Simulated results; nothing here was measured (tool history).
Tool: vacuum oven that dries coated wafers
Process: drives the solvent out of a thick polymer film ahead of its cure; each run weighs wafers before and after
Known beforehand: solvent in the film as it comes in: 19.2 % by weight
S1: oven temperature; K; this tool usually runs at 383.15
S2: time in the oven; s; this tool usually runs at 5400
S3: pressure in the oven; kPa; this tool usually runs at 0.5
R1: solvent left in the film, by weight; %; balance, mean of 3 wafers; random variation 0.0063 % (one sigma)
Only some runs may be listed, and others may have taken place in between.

run,hour,S1,S2,S3,R1
1,0,383.15,5400,0.5,0.741
2,51.4,383.15,5400,0.5,0.744
3,79,390.15,5400,0.5,0.352
4,126.1,390.15,5400,0.5,0.352
5,182,390.15,5400,0.5,0.353
6,208.1,390.15,5400,0.5,0.351
7,237,383.15,5400,0.5,0.756
8,272.3,383.15,5400,0.5,0.747
# hour 307.1: oven's thermocouples calibrated
9,323.7,378.15,5400,0.5,1.222
10,380.6,383.15,5400,0.5,0.748
11,441.5,383.15,5400,0.264,0.676
12,472.3,383.15,5400,0.431,0.731
13,529.4,383.15,5400,0.431,0.725
14,554.8,383.15,5400,0.5,0.745
15,600.6,370.15,5400,0.5,2.371
16,637.4,383.15,5400,0.5,0.745
17,690.7,383.15,5400,0.5,0.758
18,715.8,383.15,5400,0.4,0.715
19,771.5,383.15,5400,0.4,0.721
20,805.9,383.15,5400,0.4,0.726
21,837.5,383.15,5400,0.5,0.743
22,895,383.15,5400,0.353,0.702
23,919.7,368.15,5400,0.5,2.729
24,962.9,397.15,2700,0.882,1.201
25,1024.4,397.15,2700,0.882,1.217
26,1064.7,397.15,6720,0.375,0.104
27,1113.2,397.15,6720,0.375,0.092
28,1167.3,397.15,6720,0.375,0.094
29,1221.6,369.15,6540,0.375,1.731
30,1262.6,369.15,6540,0.375,1.722
31,1289.2,380.15,7980,0.932,0.544
32,1322.9,383.15,3060,0.5,2.584
33,1371.4,393.15,5400,0.5,0.251
34,1399.2,391.15,4860,0.5,0.425
35,1457.6,383.15,4860,0.5,0.972
36,1488.3,380.15,5400,1.841,1.47
37,1540.5,397.15,4140,1.679,0.595
38,1578.4,397.15,4140,1.679,0.591
39,1639.1,397.15,4140,1.679,0.592
40,1674.6,397.15,4140,1.333,0.508
41,1709.4,379.15,4560,0.31,1.545
42,1757.4,369.15,7860,0.523,1.24
# hour 1810.2: oven's thermocouples calibrated
43,1817.8,397.15,8040,1.047,0.218
44,1877.5,371.15,2760,1.768,6.036
45,1905.8,383.15,4860,0.5,0.986
46,1946.1,393.15,3780,1.585,0.931

Predict each of these 4 candidate next runs independently; none follows another, all start after run 46:
A,1983.4,376.15,4440,1.564,?
B,1983.4,393.15,4740,0.768,?
C,1983.4,394.15,5400,0.5,?
D,1983.4,393.15,4680,0.388,?

run,R1
A,2.553
B,0.433
C,0.222
D,0.361
What these runs would have given with no unlogged condition in the tool:
run,R1
A,2.551
B,0.431
C,0.221
D,0.359

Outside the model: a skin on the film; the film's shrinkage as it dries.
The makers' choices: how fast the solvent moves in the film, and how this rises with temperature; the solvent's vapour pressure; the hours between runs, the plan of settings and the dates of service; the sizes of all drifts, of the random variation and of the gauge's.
